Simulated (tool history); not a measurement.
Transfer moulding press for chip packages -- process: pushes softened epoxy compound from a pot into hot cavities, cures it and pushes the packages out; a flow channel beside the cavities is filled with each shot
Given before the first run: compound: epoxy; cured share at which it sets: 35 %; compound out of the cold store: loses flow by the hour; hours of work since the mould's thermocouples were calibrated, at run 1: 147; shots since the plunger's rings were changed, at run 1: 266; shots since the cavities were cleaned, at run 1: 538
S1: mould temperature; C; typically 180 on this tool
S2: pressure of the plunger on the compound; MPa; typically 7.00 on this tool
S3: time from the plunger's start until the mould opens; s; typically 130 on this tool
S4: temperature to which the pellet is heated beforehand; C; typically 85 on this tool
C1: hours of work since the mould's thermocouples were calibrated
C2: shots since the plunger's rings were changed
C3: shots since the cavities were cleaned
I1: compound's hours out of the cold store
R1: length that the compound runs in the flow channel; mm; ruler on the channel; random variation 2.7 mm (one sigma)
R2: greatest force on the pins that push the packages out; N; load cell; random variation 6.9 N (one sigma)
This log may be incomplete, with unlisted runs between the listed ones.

run     day   S1    S2   S3  S4   C1    C2    C3    I1   R1   R2
  1   0.000  180  7.00  130  85  147   266   538  20.8  565  523
  2   1.171  180  7.00  130  85  167   561   833  40.4  527  574
  3   1.717  180  7.00  130  82  176   698   970  20.4  561  597
      2.246  -- cavities cleaned with cleaning compound and waxed
  4   2.654  180  7.00  130  82  191   919   103  17.0  570  368
  5   3.154  180  7.00  130  82  200  1045   229  29.8  542  423
  6   3.867  180  7.00  130  82  212  1225   409  41.5  519  508
  7   4.433  180  7.00  130  82  222  1368   552  32.9  535  542
  8   5.375  180  5.79  130  85  238  1605   789  45.4  464  569
  9   6.029  180  5.79  130  85  249  1770   954  44.0  467  620
      6.683  -- cavities cleaned with cleaning compound and waxed
 10   6.854  180  5.81  130  85  262  1962    44  25.2  498  328
 11   7.633  180  6.42  161  85  275  2158   240  33.0  502  366
 12   8.188  179  7.00  137  85  285  2298   380  16.6  561  495
 13   8.896  180  5.68  119  85  297  2477   559  38.4  469  652
 14   9.500  182  5.68  119  77  307  2629   711  45.5  448  583
 15  10.429  182  5.68  113  77  323  2863   945  37.4  462  719
 16  10.975  180  6.06  130  75  332  3001  1083  11.7  521  658
     11.146  -- cavities cleaned with cleaning compound and waxed
 17  11.650  186  6.04  114  80  343  3155   126  45.1  454  341

Alternative continuations, all from the tool just after run 17; predict every row:
  A  12.600  180  7.05  130  78  359  3394  365  30.7   ?   ?
  B  12.600  173  5.64  130  85  359  3394  365  27.3   ?   ?
  C  12.600  179  7.00  130  77  359  3394  365  16.6   ?   ?

run   R1   R2
  A  531  501
  B  499  834
  C  557  543
The same runs, with their run-to-run variation unchanged, on a tool lacking any hidden condition would have given:
run   R1   R2
  A  555  274
  B  521  446
  C  583  295
